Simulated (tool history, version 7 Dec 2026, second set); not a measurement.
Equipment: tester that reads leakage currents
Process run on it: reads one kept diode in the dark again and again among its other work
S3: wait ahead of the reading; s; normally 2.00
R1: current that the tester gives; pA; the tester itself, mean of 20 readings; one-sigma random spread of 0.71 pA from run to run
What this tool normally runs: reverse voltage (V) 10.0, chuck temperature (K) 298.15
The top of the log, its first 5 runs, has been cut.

{"hour": 624.0, "done": "chuck's temperature calibrated"}
{"run": 6, "hour": 744.8, "reverse voltage (V)": 8.8, "chuck temperature (K)": 298.15, "S3": 2.0, "R1": 224.38}
{"run": 7, "hour": 827.8, "reverse voltage (V)": 8.8, "chuck temperature (K)": 298.15, "S3": 2.0, "R1": 223.25}
{"run": 8, "hour": 1008.7, "reverse voltage (V)": 10.0, "chuck temperature (K)": 298.15, "S3": 0.7, "R1": 237.16}
{"run": 9, "hour": 1183.5, "reverse voltage (V)": 10.0, "chuck temperature (K)": 298.15, "S3": 0.7, "R1": 232.29}
{"run": 10, "hour": 1298.1, "reverse voltage (V)": 10.0, "chuck temperature (K)": 298.15, "S3": 0.7, "R1": 230.64}
{"run": 11, "hour": 1423.9, "reverse voltage (V)": 10.0, "chuck temperature (K)": 331.15, "S3": 2.0, "R1": 2959.63}
{"run": 12, "hour": 1536.6, "reverse voltage (V)": 10.0, "chuck temperature (K)": 298.15, "S3": 2.0, "R1": 222.37}
{"run": 13, "hour": 1683.0, "reverse voltage (V)": 10.0, "chuck temperature (K)": 298.15, "S3": 2.0, "R1": 219.13}
{"run": 14, "hour": 1862.7, "reverse voltage (V)": 10.0, "chuck temperature (K)": 298.15, "S3": 2.0, "R1": 216.71}
{"run": 15, "hour": 2031.4, "reverse voltage (V)": 10.0, "chuck temperature (K)": 298.15, "S3": 2.0, "R1": 213.39}
{"run": 16, "hour": 2111.0, "reverse voltage (V)": 1.5, "chuck temperature (K)": 298.15, "S3": 2.0, "R1": 76.89}
{"hour": 2127.5, "done": "chuck's temperature calibrated"}
{"run": 17, "hour": 2192.5, "reverse voltage (V)": 1.5, "chuck temperature (K)": 298.15, "S3": 2.0, "R1": 89.84}
{"run": 18, "hour": 2291.3, "reverse voltage (V)": 1.5, "chuck temperature (K)": 298.15, "S3": 2.0, "R1": 88.42}
{"run": 19, "hour": 2415.7, "reverse voltage (V)": 10.0, "chuck temperature (K)": 298.15, "S3": 2.0, "R1": 238.95}
{"run": 20, "hour": 2520.2, "reverse voltage (V)": 15.1, "chuck temperature (K)": 295.15, "S3": 8.08, "R1": 231.08}
{"run": 21, "hour": 2603.9, "reverse voltage (V)": 15.1, "chuck temperature (K)": 295.15, "S3": 8.08, "R1": 229.14}
{"run": 22, "hour": 2689.7, "reverse voltage (V)": 15.1, "chuck temperature (K)": 295.15, "S3": 0.9, "R1": 232.37}
{"run": 23, "hour": 2854.0, "reverse voltage (V)": 3.4, "chuck temperature (K)": 295.15, "S3": 0.9, "R1": 100.14}
{"run": 24, "hour": 2928.6, "reverse voltage (V)": 3.4, "chuck temperature (K)": 295.15, "S3": 0.9, "R1": 99.48}
{"run": 25, "hour": 3066.6, "reverse voltage (V)": 10.0, "chuck temperature (K)": 298.15, "S3": 9.47, "R1": 224.83}

What does the tool deliver on the next run?
{"run": 26, "hour": 3143.0, "reverse voltage (V)": 10.0, "chuck temperature (K)": 304.15, "S3": 2.0, "R1": "?"}

{"run 26": {"R1": 366.29}}
Without the tool's hidden state the same run would have given R1 397.02 pA.
